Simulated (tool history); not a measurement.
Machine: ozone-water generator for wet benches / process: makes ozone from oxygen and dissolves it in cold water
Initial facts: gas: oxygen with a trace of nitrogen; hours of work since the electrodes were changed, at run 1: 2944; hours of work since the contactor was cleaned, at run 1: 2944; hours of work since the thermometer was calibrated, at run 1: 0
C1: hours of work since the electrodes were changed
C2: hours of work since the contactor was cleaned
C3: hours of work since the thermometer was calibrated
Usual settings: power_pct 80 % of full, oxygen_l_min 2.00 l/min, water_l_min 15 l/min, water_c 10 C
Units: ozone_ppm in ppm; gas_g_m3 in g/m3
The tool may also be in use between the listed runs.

run 1 hour=0.0 | power_pct=80 oxygen_l_min=2.00 water_l_min=15 water_c=10 | C1=2944 C2=2944 C3=0 | ozone_ppm=18.1 gas_g_m3=225.6
run 2 hour=122.7 | power_pct=80 oxygen_l_min=2.00 water_l_min=15 water_c=10 | C1=3032 C2=3032 C3=88 | ozone_ppm=18.1 gas_g_m3=225.4
run 3 hour=217.3 | power_pct=80 oxygen_l_min=2.00 water_l_min=13 water_c=10 | C1=3100 C2=3100 C3=156 | ozone_ppm=20.4 gas_g_m3=227.0
run 4 hour=325.6 | power_pct=57 oxygen_l_min=2.00 water_l_min=15 water_c=10 | C1=3178 C2=3178 C3=234 | ozone_ppm=13.8 gas_g_m3=175.5
run 5 hour=411.0 | power_pct=57 oxygen_l_min=2.00 water_l_min=15 water_c=10 | C1=3240 C2=3240 C3=296 | ozone_ppm=14.1 gas_g_m3=175.9
run 6 hour=493.4 | power_pct=57 oxygen_l_min=2.00 water_l_min=15 water_c=10 | C1=3299 C2=3299 C3=355 | ozone_ppm=14.2 gas_g_m3=174.1
run 7 hour=572.6 | power_pct=48 oxygen_l_min=2.00 water_l_min=15 water_c=10 | C1=3356 C2=3356 C3=412 | ozone_ppm=12.3 gas_g_m3=155.0
run 8 hour=639.0 | power_pct=80 oxygen_l_min=2.00 water_l_min=15 water_c=10 | C1=3404 C2=3404 C3=460 | ozone_ppm=17.9 gas_g_m3=221.9
run 9 hour=760.0 | power_pct=80 oxygen_l_min=2.00 water_l_min=15 water_c=10 | C1=3491 C2=3491 C3=547 | ozone_ppm=18.0 gas_g_m3=221.1
run 10 hour=849.1 | power_pct=80 oxygen_l_min=2.00 water_l_min=15 water_c=11 | C1=3555 C2=3555 C3=611 | ozone_ppm=17.7 gas_g_m3=221.2
run 11 hour=917.1 | power_pct=80 oxygen_l_min=2.00 water_l_min=15 water_c=11 | C1=3604 C2=3604 C3=660 | ozone_ppm=17.6 gas_g_m3=222.7
run 12 hour=979.9 | power_pct=43 oxygen_l_min=2.00 water_l_min=15 water_c=11 | C1=3649 C2=3649 C3=705 | ozone_ppm=11.3 gas_g_m3=141.1
run 13 hour=1063.7 | power_pct=75 oxygen_l_min=2.00 water_l_min=15 water_c=10 | C1=3709 C2=3709 C3=765 | ozone_ppm=17.3 gas_g_m3=211.0
run 14 hour=1174.5 | power_pct=75 oxygen_l_min=2.00 water_l_min=15 water_c=10 | C1=3789 C2=3789 C3=845 | ozone_ppm=17.1 gas_g_m3=209.6
run 15 hour=1271.6 | power_pct=80 oxygen_l_min=1.72 water_l_min=15 water_c=17 | C1=3859 C2=3859 C3=915 | ozone_ppm=16.7 gas_g_m3=243.6
run 16 hour=1369.8 | power_pct=80 oxygen_l_min=1.47 water_l_min=15 water_c=15 | C1=3929 C2=3929 C3=985 | ozone_ppm=16.4 gas_g_m3=266.1
run 17 hour=1440.3 | power_pct=80 oxygen_l_min=1.47 water_l_min=15 water_c=15 | C1=3980 C2=3980 C3=1036 | ozone_ppm=16.5 gas_g_m3=265.8
-- hour=1481.2 gauge calibrated
run 18 hour=1508.6 | power_pct=80 oxygen_l_min=1.47 water_l_min=15 water_c=15 | C1=4029 C2=4029 C3=1085 | ozone_ppm=16.4 gas_g_m3=270.1
run 19 hour=1605.1 | power_pct=80 oxygen_l_min=2.63 water_l_min=15 water_c=15 | C1=4098 C2=4098 C3=1155 | ozone_ppm=17.5 gas_g_m3=189.9
run 20 hour=1712.0 | power_pct=80 oxygen_l_min=2.00 water_l_min=10 water_c=10 | C1=4175 C2=4175 C3=1231 | ozone_ppm=25.5 gas_g_m3=223.7
run 21 hour=1815.7 | power_pct=81 oxygen_l_min=2.00 water_l_min=10 water_c=10 | C1=4250 C2=4250 C3=1306 | ozone_ppm=25.8 gas_g_m3=225.9
run 22 hour=1916.2 | power_pct=81 oxygen_l_min=2.00 water_l_min=10 water_c=10 | C1=4322 C2=4322 C3=1378 | ozone_ppm=25.7 gas_g_m3=225.5
run 23 hour=2004.8 | power_pct=81 oxygen_l_min=3.53 water_l_min=11 water_c=7 | C1=4386 C2=4386 C3=1442 | ozone_ppm=25.0 gas_g_m3=157.5
run 24 hour=2096.2 | power_pct=82 oxygen_l_min=3.53 water_l_min=11 water_c=7 | C1=4452 C2=4452 C3=1508 | ozone_ppm=25.3 gas_g_m3=160.0
run 25 hour=2169.2 | power_pct=73 oxygen_l_min=2.00 water_l_min=15 water_c=7 | C1=4504 C2=4504 C3=1560 | ozone_ppm=17.2 gas_g_m3=208.1

Describe how what the log doesn't record of the tool's condition differs between the last listed run preceding each entry between runs and the first listed run following it.
Between runs 17 and 18: gauge calibrated (hour 1481.2)
  drift of the gauge itself on gas_g_m3, %: -2.67 -> -0.05
  measured less the result without the state, gas_g_m3: -7.7 -> -0.5 g/m3
